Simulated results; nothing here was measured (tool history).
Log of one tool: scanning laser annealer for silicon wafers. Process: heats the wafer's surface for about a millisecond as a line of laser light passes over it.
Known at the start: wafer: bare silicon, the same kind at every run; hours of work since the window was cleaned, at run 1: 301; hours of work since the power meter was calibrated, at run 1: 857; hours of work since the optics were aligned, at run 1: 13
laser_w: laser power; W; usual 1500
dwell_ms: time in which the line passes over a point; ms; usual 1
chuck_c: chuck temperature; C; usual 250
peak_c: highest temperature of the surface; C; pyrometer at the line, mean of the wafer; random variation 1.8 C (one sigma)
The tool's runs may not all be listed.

run	hour	laser_w	dwell_ms	chuck_c	hours of work since the window was cleaned	hours of work since the power meter was calibrated	hours of work since the optics were aligned	peak_c
1	0	1500	1	250	301	857	13	991
2	30	1356	1	250	325	881	36	917
3	57.3	1500	1	250	346	902	58	987
4	82	1500	1	250	366	922	78	987
5	95.8	1353	1	250	377	933	89	909
6	114.4	1353	1	250	392	948	103	903
7	128	1353	1	250	403	959	114	905
8	157.8	1353	1	250	426	982	138	901
# hour 172.8: window over the wafer cleaned
9	179.7	1353	1	250	5	998	154	940
10	196.2	1353	1	250	19	1011	167	940
11	225.6	1353	1.2	250	42	1035	190	1012
12	250.5	1500	1	218	62	1054	210	979
13	269.1	1500	1	218	77	1069	225	977
14	284.3	1500	1	232	89	1081	237	987
15	304.5	1500	1	232	105	1097	253	987
16	321.3	1500	1	232	118	1111	266	986
17	337.9	1500	1	232	131	1124	280	987
18	361.8	1500	1	232	150	1143	299	981
19	383.9	1279	0.81	212	168	1160	316	775
20	397.1	1279	0.81	212	178	1171	327	773
21	424.7	1279	0.81	212	200	1193	349	774
22	444.1	1500	1	247	216	1208	364	991
23	458.5	1421	1	210	227	1220	376	911
24	472.7	1304	1	225	238	1231	387	864
25	494.8	1306	1	280	256	1249	404	917
26	516.3	1500	1.01	265	273	1266	422	1003
27	530.7	1559	1	269	285	1277	433	1031
28	552.9	1334	1.16	240	302	1295	451	944
29	579.3	1534	0.81	270	323	1316	472	931
30	604.9	1534	0.81	270	344	1336	492	931
31	634.4	1393	0.86	238	367	1360	515	855
32	662.8	1565	1.2	257	390	1382	538	1087
33	677.7	1445	0.79	244	401	1394	550	846
34	692.8	1445	0.79	244	413	1406	562	848
35	712.9	1445	0.7	244	429	1422	578	805
# hour 724.6: window over the wafer cleaned
36	732.9	1568	1.22	250	7	1436	592	1140

Measured less the same run without the tool's hidden state. The same run-to-run variation is in both; the gauge's scatter may not be:
The hidden state here: light that passes the window, % of a clean one's; laser's true power over the reading, %; width of the line over the set one, %; drift of the gauge itself on peak_c, C.
run	peak_c
1	-30
2	-30
3	-36
4	-38
5	-36
6	-38
7	-39
8	-41
9	-3
10	-4
11	-8
12	-11
13	-12
14	-14
15	-16
16	-18
17	-19
18	-22
19	-18
20	-19
21	-22
22	-31
23	-30
24	-29
25	-30
26	-38
27	-41
28	-40
29	-39
30	-42
31	-42
32	-60
33	-45
34	-47
35	-45
36	-15
